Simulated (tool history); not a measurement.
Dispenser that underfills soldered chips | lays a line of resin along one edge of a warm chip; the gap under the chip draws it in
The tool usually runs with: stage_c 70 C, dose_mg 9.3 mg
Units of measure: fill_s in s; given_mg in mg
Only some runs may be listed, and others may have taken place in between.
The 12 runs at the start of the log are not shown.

run,hour,stage_c,dose_mg,hours of work since the syringe was changed,hours of work since the valve was cleaned,hours of work since the stage was calibrated,fill_s,given_mg
# hour 37.2: new syringe of resin
13,39.7,70,11.63,2,77,157,168.2,11.01
14,43.4,70,9.3,4,80,159,206.6,8.79
15,46.7,74,9.3,6,82,161,198,8.87
16,50.1,74,9.3,9,84,164,231.1,8.79
# hour 51.6: new syringe of resin
17,54.7,70,9.3,2,87,167,180.1,8.8
18,58.4,70,9.3,5,90,169,213.1,8.83
19,60.8,57,11.87,6,91,171,395.4,11.1
20,65,56,9.32,9,94,174,504.2,8.77
# hour 65.9: new syringe of resin
21,68.3,56,9.32,2,96,176,311.1,8.79
22,70.7,56,9.32,3,98,177,343.1,8.78
23,75.3,82,9.32,6,101,180,149.2,8.83
24,79.8,58,11.09,9,104,183,462.3,10.45
# hour 80.5: new syringe of resin
25,82.8,58,8.05,2,106,185,294.7,7.58
26,87.2,58,8.05,5,109,188,361.8,7.49
27,90,59,10.52,6,111,190,366.3,9.69
28,92.9,65,8.65,8,113,192,324.4,8.01
# hour 94.7: new syringe of resin
29,96.2,62,10.89,1,115,194,224.1,10.16
30,99.5,85,9.23,3,117,196,109.2,8.57
31,101.6,85,9.23,5,118,198,119.2,8.55
32,106.3,85,8.95,8,121,201,147.7,8.2
# hour 108.9: new syringe of resin
33,109.2,61,10.51,0,123,203,219.7,9.8
34,111.9,72,10.54,2,125,204,160.4,9.63
35,115.7,57,9.52,5,128,207,351.6,8.75
36,118.4,57,9.52,6,129,209,397.6,8.67

4 options for the next run, each taken on its own from the tool as it stands now. Forecast them:
A,122.1,81,9.52,9,132,211,?,?
B,122.1,57,9.95,9,132,211,?,?
C,122.1,72,9.3,9,132,211,?,?
D,122.1,56,11.29,9,132,211,?,?

run,fill_s,given_mg
A,178.5,8.74
B,453.9,9.11
C,249.2,8.59
D,474.6,10.41
Take away the tool's hidden state, keep each run's random variation, and the runs would have read:
run,fill_s,given_mg
A,104.7,9.53
B,267.3,9.93
C,145.8,9.36
D,280.7,11.34

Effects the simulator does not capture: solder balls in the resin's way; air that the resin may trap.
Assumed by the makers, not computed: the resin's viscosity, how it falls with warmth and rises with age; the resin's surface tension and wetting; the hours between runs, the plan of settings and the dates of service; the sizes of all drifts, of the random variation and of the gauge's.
